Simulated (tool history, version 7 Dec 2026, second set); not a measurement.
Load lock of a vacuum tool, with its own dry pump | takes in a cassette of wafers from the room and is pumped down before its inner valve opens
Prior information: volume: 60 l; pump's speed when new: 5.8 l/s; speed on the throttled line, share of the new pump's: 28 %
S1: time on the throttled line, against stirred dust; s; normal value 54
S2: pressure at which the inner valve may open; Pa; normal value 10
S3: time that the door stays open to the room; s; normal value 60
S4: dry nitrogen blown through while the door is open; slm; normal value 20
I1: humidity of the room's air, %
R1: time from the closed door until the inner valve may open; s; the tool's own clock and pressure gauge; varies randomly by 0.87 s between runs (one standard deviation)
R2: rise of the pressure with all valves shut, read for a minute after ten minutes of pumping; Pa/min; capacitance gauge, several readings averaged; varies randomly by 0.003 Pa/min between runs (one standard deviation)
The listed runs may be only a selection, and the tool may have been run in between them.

Run 1, hour 0.0: usual settings; I1 45.3. Result: R1 144.5 s, R2 0.058 Pa/min.
Run 2, hour 125.3: usual settings but S1 28 s; I1 43.3. Result: R1 127.7 s, R2 0.066 Pa/min.
Run 3, hour 203.8: usual settings but S1 28 s; I1 42.9. Result: R1 127.9 s, R2 0.066 Pa/min.
Run 4, hour 315.2: usual settings; I1 42.1. Result: R1 145.0 s, R2 0.066 Pa/min.
Run 5, hour 377.8: usual settings; I1 43.5. Result: R1 146.2 s, R2 0.074 Pa/min.
Run 6, hour 457.8: usual settings; I1 45.9. Result: R1 145.9 s, R2 0.071 Pa/min.
Run 7, hour 523.1: usual settings; I1 43.0. Result: R1 146.0 s, R2 0.070 Pa/min.
Run 8, hour 601.3: usual settings but S4 11 slm; I1 42.1. Result: R1 145.1 s, R2 0.080 Pa/min.
Run 9, hour 659.1: usual settings but S1 38 s, S2 12 Pa, S4 11 slm; I1 45.4. Result: R1 133.0 s, R2 0.078 Pa/min.
Run 10, hour 796.7: usual settings but S4 5 slm; I1 46.5. Result: R1 147.5 s, R2 0.090 Pa/min.
Run 11, hour 858.8: usual settings but S3 55 s, S4 30 slm; I1 45.9. Result: R1 144.9 s, R2 0.069 Pa/min.
Run 12, hour 992.8: usual settings but S1 81 s, S2 12 Pa, S3 226 s, S4 30 slm; I1 42.4. Result: R1 163.5 s, R2 0.084 Pa/min.

What if the next run were any one of these 5? Each begins from the tool's condition after run 12:
Run A, hour 1122.9: usual settings but S2 16 Pa; I1 44.9. Result: R1 ?, R2 ?.
Run B, hour 1122.9: usual settings but S1 56 s, S2 16 Pa, S3 63 s; I1 47.1. Result: R1 ?, R2 ?.
Run C, hour 1122.9: usual settings but S2 17 Pa, S3 98 s; I1 43.2. Result: R1 ?, R2 ?.
Run D, hour 1122.9: usual settings but S4 14 slm; I1 45.2. Result: R1 ?, R2 ?.
Run E, hour 1122.9: usual settings but S1 81 s, S2 12 Pa, S3 86 s, S4 37 slm; I1 47.3. Result: R1 ?, R2 ?.

run     R1     R2
  A  141.7  0.082
  B  143.3  0.078
  C  141.3  0.083
  D  145.6  0.076
  E  163.7  0.076
Take away the tool's hidden state, keep each run's random variation, and the runs would have read:
run     R1     R2
  A  130.9  0.018
  B  132.8  0.013
  C  130.5  0.019
  D  134.2  0.013
  E  153.6  0.013
